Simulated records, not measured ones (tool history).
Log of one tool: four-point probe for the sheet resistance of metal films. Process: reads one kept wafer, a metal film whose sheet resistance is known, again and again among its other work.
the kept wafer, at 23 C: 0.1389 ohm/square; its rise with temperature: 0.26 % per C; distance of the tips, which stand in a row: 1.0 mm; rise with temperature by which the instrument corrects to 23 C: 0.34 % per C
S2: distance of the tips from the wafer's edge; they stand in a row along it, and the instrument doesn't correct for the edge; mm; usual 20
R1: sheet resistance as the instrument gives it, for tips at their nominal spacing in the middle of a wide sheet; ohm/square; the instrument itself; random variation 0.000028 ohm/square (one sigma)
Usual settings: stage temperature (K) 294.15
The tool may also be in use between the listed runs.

run 1 hour=0.0 | stage_temperature_(K)=294.15 S2=20 | R1=0.138985
run 2 hour=39.5 | stage_temperature_(K)=294.15 S2=20 | R1=0.139054
run 3 hour=65.6 | stage_temperature_(K)=294.15 S2=12 | R1=0.139396
run 4 hour=93.4 | stage_temperature_(K)=294.15 S2=12 | R1=0.139404
run 5 hour=118.9 | stage_temperature_(K)=294.15 S2=20 | R1=0.139083
run 6 hour=159.2 | stage_temperature_(K)=294.15 S2=4 | R1=0.143487
run 7 hour=206.3 | stage_temperature_(K)=294.15 S2=4 | R1=0.143448
run 8 hour=252.6 | stage_temperature_(K)=294.15 S2=4 | R1=0.143498
run 9 hour=275.0 | stage_temperature_(K)=294.15 S2=4 | R1=0.143485
run 10 hour=295.3 | stage_temperature_(K)=307.15 S2=20 | R1=0.137677
run 11 hour=315.5 | stage_temperature_(K)=306.15 S2=47 | R1=0.137618
run 12 hour=343.0 | stage_temperature_(K)=304.15 S2=23 | R1=0.137971
run 13 hour=389.1 | stage_temperature_(K)=294.15 S2=9 | R1=0.139949
run 14 hour=437.6 | stage_temperature_(K)=301.15 S2=20 | R1=0.138360
run 15 hour=466.3 | stage_temperature_(K)=301.15 S2=20 | R1=0.138432
run 16 hour=510.6 | stage_temperature_(K)=301.15 S2=20 | R1=0.138474
run 17 hour=543.5 | stage_temperature_(K)=301.15 S2=20 | R1=0.138467
run 18 hour=584.1 | stage_temperature_(K)=294.15 S2=20 | R1=0.139273
run 19 hour=624.5 | stage_temperature_(K)=299.15 S2=63 | R1=0.138541

Forecast each of these 5 alternatives for the next run:
run A hour=669.9 | stage_temperature_(K)=301.15 S2=6 | R1=?
run B hour=669.9 | stage_temperature_(K)=299.15 S2=16 | R1=?
run C hour=669.9 | stage_temperature_(K)=302.15 S2=63 | R1=?
run D hour=669.9 | stage_temperature_(K)=294.15 S2=11 | R1=?
run E hour=669.9 | stage_temperature_(K)=294.15 S2=17 | R1=?

run=A R1=0.140364
run=B R1=0.138864
run=C R1=0.138269
run=D R1=0.139751
run=E R1=0.139463
Without the tool's hidden state the same runs would have given:
run=A R1=0.140337
run=B R1=0.138838
run=C R1=0.138243
run=D R1=0.139724
run=E R1=0.139436

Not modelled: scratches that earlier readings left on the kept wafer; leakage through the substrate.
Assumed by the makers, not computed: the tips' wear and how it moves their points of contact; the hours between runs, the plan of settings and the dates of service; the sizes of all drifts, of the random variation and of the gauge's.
